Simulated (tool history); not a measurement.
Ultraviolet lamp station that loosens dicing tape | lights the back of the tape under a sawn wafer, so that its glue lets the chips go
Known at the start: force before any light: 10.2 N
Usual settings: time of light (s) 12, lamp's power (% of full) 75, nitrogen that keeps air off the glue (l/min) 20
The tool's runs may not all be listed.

run,hour,time of light (s),lamp's power (% of full),nitrogen that keeps air off the glue (l/min),force that peels the tape off (N),light that reached the tape (mJ/cm²)
1,0.0,12,75,20,0.700,306
# hour 3.4: window cleaned of glue's vapour
2,9.2,17,75,20,0.200,509
3,19.9,12,75,11,0.780,360
4,25.2,12,75,11,0.772,355
5,37.0,12,75,36,0.305,354
6,45.7,12,75,36,0.325,350
7,58.0,13,75,20,0.383,378
8,66.2,13,75,20,0.382,384
9,75.7,13,75,20,0.401,376
10,83.9,13,99,14,0.267,492
11,93.9,17,64,20,0.291,418
12,107.1,17,64,20,0.302,417
13,115.3,12,94,19,0.295,435
14,123.4,12,94,19,0.293,428
15,131.1,15,78,19,0.264,441

Run 16 comes next. What will it give?
16,139.7,15,78,19,?,?

{"run 16": {"force that peels the tape off (N)": 0.277, "light that reached the tape (mJ/cm²)": 443}}
Without the tool's hidden state the same run would have given force that peels the tape off (N) 0.201, light that reached the tape (mJ/cm²) 505.
